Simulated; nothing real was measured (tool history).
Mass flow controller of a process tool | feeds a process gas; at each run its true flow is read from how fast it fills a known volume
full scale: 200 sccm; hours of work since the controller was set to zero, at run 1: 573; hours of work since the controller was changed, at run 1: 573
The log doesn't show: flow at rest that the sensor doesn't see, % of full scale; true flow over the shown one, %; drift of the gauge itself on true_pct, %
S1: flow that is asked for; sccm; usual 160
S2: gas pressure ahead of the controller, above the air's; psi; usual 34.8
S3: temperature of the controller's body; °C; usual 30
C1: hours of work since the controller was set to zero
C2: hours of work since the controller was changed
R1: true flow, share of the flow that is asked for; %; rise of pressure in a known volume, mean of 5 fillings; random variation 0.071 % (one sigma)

run,day,S1,S2,S3,C1,C2,R1
1,0.000,160,34.8,30,573,573,99.96
2,8.954,160,34.8,30,655,655,100.04
3,21.371,160,20.6,30,769,769,100.31
4,38.704,160,20.6,30,927,927,100.40
5,58.204,160,20.6,30,1106,1106,100.24
6,69.254,160,20.6,30,1207,1207,100.34
7,90.917,160,20.6,30,1405,1405,100.17
8,111.246,160,34.8,33,1590,1590,100.30
9,121.192,160,34.8,33,1681,1681,100.23
10,136.908,160,34.8,33,1825,1825,100.20
11,149.904,160,34.8,22,1944,1944,99.23
12,160.054,160,34.8,30,2037,2037,100.07
13,173.012,160,34.8,30,2155,2155,100.02
14,185.250,160,34.8,30,2267,2267,99.98
15,205.812,160,34.8,30,2455,2455,100.02
16,226.246,22,34.8,30,2642,2642,98.70
17,237.842,28,34.8,30,2748,2748,98.74
18,254.962,28,34.8,30,2904,2904,98.84
19,273.204,28,34.8,30,3071,3071,98.71
20,282.429,160,34.8,30,3155,3155,100.00
21,293.708,160,34.8,30,3258,3258,99.98
22,315.288,68,34.8,30,3456,3456,99.08
23,335.412,68,34.8,30,3639,3639,99.10
24,349.292,28,22.0,35,3766,3766,99.50
25,360.962,28,22.0,35,3873,3873,99.58
26,380.279,34,28.6,29,4050,4050,98.87
27,397.112,46,27.3,25,4203,4203,98.64
# day 402.917: controller's zero set anew
28,412.300,160,34.1,27,86,4342,99.77
29,421.217,160,34.8,33,167,4424,100.32
30,435.692,126,22.3,38,300,4556,100.56
31,446.608,21,38.9,29,399,4656,98.46
32,463.146,175,21.0,30,551,4807,100.38
33,480.808,42,28.3,33,712,4968,99.32
34,499.600,44,33.8,30,884,5140,98.90
35,510.142,83,35.1,29,980,5236,99.22
36,520.721,94,35.5,29,1077,5333,99.12
37,538.217,21,38.0,38,1237,5493,99.39
38,559.488,21,38.0,38,1431,5688,99.41
39,580.125,160,23.6,36,1620,5876,100.70
40,594.750,94,30.7,24,1754,6010,98.84
41,611.196,177,34.8,30,1904,6160,100.08
42,629.238,36,37.3,38,2069,6325,99.55
43,644.671,36,37.3,38,2210,6466,99.53

Forecast each of these 3 alternatives for the next run:
A,660.425,36,29.7,38,2354,6610,?
B,660.425,160,31.6,24,2354,6610,?
C,660.425,103,40.5,35,2354,6610,?

run,R1
A,99.61
B,99.51
C,99.90
Without the tool's hidden state the same runs would have given:
run,R1
A,99.60
B,99.52
C,99.90
